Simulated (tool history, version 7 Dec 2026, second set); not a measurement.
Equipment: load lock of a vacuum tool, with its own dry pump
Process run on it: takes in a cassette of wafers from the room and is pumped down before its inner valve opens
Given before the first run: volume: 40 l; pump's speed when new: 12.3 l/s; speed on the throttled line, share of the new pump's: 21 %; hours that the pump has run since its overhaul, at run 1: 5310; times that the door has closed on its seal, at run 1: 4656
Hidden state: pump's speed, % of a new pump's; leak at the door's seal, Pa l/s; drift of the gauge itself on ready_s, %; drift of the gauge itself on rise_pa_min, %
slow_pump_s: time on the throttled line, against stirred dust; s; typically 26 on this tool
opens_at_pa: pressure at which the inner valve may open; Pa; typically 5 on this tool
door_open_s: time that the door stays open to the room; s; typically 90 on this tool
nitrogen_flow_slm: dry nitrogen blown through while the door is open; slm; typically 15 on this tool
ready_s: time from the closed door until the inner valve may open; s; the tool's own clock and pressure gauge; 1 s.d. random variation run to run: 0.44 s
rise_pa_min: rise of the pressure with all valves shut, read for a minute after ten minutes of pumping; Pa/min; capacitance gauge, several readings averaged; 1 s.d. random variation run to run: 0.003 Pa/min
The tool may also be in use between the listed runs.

run    hour  slow_pump_s  opens_at_pa  door_open_s  nitrogen_flow_slm  hours that the pump has run since its overhaul  times that the door has closed on its seal  incoming humidity of the room's air, %  ready_s  rise_pa_min
  1     0.0           26            5           90                 15                                            5310                                        4656                                    45.0     55.9        0.042
  2   100.1           26            6           90                 15                                            5410                                        5067                                    46.8     56.0        0.049
  3   184.9           26            5           90                  5                                            5495                                        5415                                    47.2     56.4        0.059
  4   285.0           42            5           90                 15                                            5595                                        5826                                    46.4     68.6        0.051
  5   454.4           26            5           90                 15                                            5764                                        6521                                    43.4     56.9        0.049
  6   637.7           26            5           90                 15                                            5947                                        7273                                    46.7     56.3        0.058
  7   757.3           26            5           90                 15                                            6067                                        7764                                    46.5     56.6        0.058
  8   950.3           26            7           90                 15                                            6260                                        8556                                    45.4     55.1        0.057
  9  1104.8           26            7           90                 15                                            6415                                        9190                                    42.8     55.5        0.063
 10  1246.2           26            7           90                  5                                            6556                                        9770                                    41.8     55.1        0.078
 11  1392.1           26            7           90                  5                                            6702                                       10369                                    41.1     55.7        0.077
 12  1521.1           26            5           90                 15                                            6831                                       10898                                    44.1     57.5        0.072
 13  1701.0           26            5           90                 15                                            7011                                       11636                                    44.2     58.0        0.075
 14  1892.5           26            5           90                 15                                            7202                                       12422                                    45.8     57.3        0.084
 15  2057.6           26            6           90                 15                                            7367                                       13099                                    46.5     56.1        0.088
 16  2187.4           26            6           90                 15                                            7497                                       13632                                    46.3     56.8        0.088
 17  2285.5           26            5           90                 15                                            7595                                       14035                                    46.3     58.3        0.089
 18  2422.9           26            5           90                 15                                            7733                                       14598                                    42.3     57.8        0.086
 19  2537.1           26            5           90                 15                                            7847                                       15067                                    49.5     58.4        0.098
 20  2693.2           26            5           90                 15                                            8003                                       15707                                    46.6     58.6        0.101
 21  2846.0           26            5           90                 15                                            8156                                       16334                                    42.9     58.7        0.104
 22  2957.8           26            7           58                 15                                            8268                                       16793                                    43.3     56.5        0.106
 23  3038.6           26            5           90                  8                                            8348                                       17125                                    43.6     58.5        0.118
 24  3219.2           32            4           90                 26                                            8529                                       17866                                    43.2     63.7        0.113
 25  3366.2           22            5           90                 16                                            8676                                       18469                                    46.5     55.8        0.118
 26  3508.6           22            5           90                 16                                            8818                                       19053                                    43.9     55.4        0.121
 27  3682.2           26            5           90                 19                                            8992                                       19766                                    46.5     58.8        0.129
 28  3857.5           52            9           90                 15                                            9167                                       20485                                    44.4     76.6        0.136
 29  3961.9           26            5          172                 15                                            9272                                       20913                                    46.3     58.4        0.147
 30  4121.3           26            5          172                 15                                            9431                                       21568                                    44.4     59.0        0.153
 31  4263.9           13            5           47                 15                                            9574                                       22152                                    45.6     49.8        0.139
 32  4448.1           40            6           99                 11                                            9758                                       22908                                    44.9     68.9        0.163
 33  4570.7           40            6           99                 11                                            9880                                       23411                                    43.8     68.5        0.163
 34  4733.7           40            6           99                  7                                           10043                                       24080                                    43.5     68.6        0.165
 35  4828.2           17            5           90                 45                                           10138                                       24468                                    45.2     52.6        0.151
 36  5007.2           17            5           90                 45                                           10317                                       25202                                    43.5     53.2        0.165
 37  5092.2           30            5           90                 10                                           10402                                       25551                                    49.2     62.0        0.180

4 ways to go on from here, each from the tool as it stands after run 37. What would each give?
  A  5180.5           30            7           90                 10                                           10490                                       25913                                    46.0        ?            ?
  B  5180.5           26            9          202                  9                                           10490                                       25913                                    46.2        ?            ?
  C  5180.5           26            4          120                 26                                           10490                                       25913                                    46.7        ?            ?
  D  5180.5           26            5           35                 33                                           10490                                       25913                                    41.3        ?            ?

run  ready_s  rise_pa_min
  A     61.3        0.182
  B     57.6        0.198
  C     60.6        0.170
  D     59.8        0.165
Without the tool's hidden state the same runs would have given:
run  ready_s  rise_pa_min
  A     55.2        0.026
  B     51.7        0.047
  C     53.8        0.017
  D     53.3        0.007

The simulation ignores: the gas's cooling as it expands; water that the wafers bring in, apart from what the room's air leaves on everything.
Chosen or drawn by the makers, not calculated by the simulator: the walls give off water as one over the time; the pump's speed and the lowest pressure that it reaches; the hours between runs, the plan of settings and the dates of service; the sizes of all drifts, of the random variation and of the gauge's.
